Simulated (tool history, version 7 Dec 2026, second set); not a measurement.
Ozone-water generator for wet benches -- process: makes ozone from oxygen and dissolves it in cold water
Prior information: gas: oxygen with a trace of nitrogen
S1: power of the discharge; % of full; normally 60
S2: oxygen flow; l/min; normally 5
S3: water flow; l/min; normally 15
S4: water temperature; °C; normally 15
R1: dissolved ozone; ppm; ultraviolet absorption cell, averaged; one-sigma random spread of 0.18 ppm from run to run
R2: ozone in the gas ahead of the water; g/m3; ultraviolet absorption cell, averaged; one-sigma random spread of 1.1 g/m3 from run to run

Run 1, hour 0: usual settings. Result: R1 26 ppm, R2 196 g/m3.
Run 2, hour 195.8: usual settings. Result: R1 26 ppm, R2 197.4 g/m3.
Run 3, hour 339: usual settings. Result: R1 25.8 ppm, R2 197.7 g/m3.
Run 4, hour 515.2: usual settings. Result: R1 25.9 ppm, R2 196.6 g/m3.
Run 5, hour 683.3: usual settings. Result: R1 26 ppm, R2 197.6 g/m3.
Run 6, hour 893: usual settings. Result: R1 26.2 ppm, R2 198.5 g/m3.
Run 7, hour 994.6: usual settings. Result: R1 25.8 ppm, R2 197.2 g/m3.
Run 8, hour 1209.7: usual settings. Result: R1 26 ppm, R2 197.3 g/m3.
Run 9, hour 1350.6: usual settings but S1 70 % of full, S2 3.21 l/min, S3 11 l/min, S4 14 °C. Result: R1 34.2 ppm, R2 252.1 g/m3.
Run 10, hour 1468.6: usual settings but S2 8.58 l/min, S3 19 l/min. Result: R1 23.5 ppm, R2 165.2 g/m3.
Run 11, hour 1686.3: usual settings but S2 8.58 l/min, S3 18 l/min, S4 9 °C. Result: R1 26.7 ppm, R2 164.6 g/m3.
Run 12, hour 1902.5: usual settings but S2 8.58 l/min, S3 18 l/min, S4 8 °C. Result: R1 27.1 ppm, R2 166 g/m3.
Run 13, hour 2079.3: usual settings but S2 8.58 l/min, S3 18 l/min. Result: R1 24 ppm, R2 165.4 g/m3.
Run 14, hour 2270.9: usual settings but S2 8.58 l/min, S3 18 l/min. Result: R1 24.2 ppm, R2 165.3 g/m3.
Run 15, hour 2421.9: usual settings but S2 7.89 l/min, S3 17 l/min. Result: R1 24.8 ppm, R2 170.1 g/m3.

Consider 5 possible next runs. They are alternatives, not a sequence: every one starts from the tool as it was left by run 15. What does each give?
Run A, hour 2572.7: usual settings but S2 3.6 l/min, S3 17 l/min. Result: R1 ?, R2 ?.
Run B, hour 2572.7: usual settings but S2 6.09 l/min, S3 22 l/min. Result: R1 ?, R2 ?.
Run C, hour 2572.7: usual settings but S1 64 % of full, S4 16 °C. Result: R1 ?, R2 ?.
Run D, hour 2572.7: usual settings but S2 7.89 l/min, S3 17 l/min, S4 10 °C. Result: R1 ?, R2 ?.
Run E, hour 2572.7: usual settings but S1 55 % of full, S2 6.13 l/min, S3 17 l/min. Result: R1 ?, R2 ?.

run    R1     R2
  A  21.3  217.7
  B    19    183
  C  26.7  206.6
  D  27.8  170.2
  E  22.4  174.6
Had the tool no hidden state, the same runs would have come out as:
run    R1     R2
  A  21.4  217.8
  B  19.1  183.2
  C  26.8  206.8
  D  27.8  170.4
  E  22.4  174.7
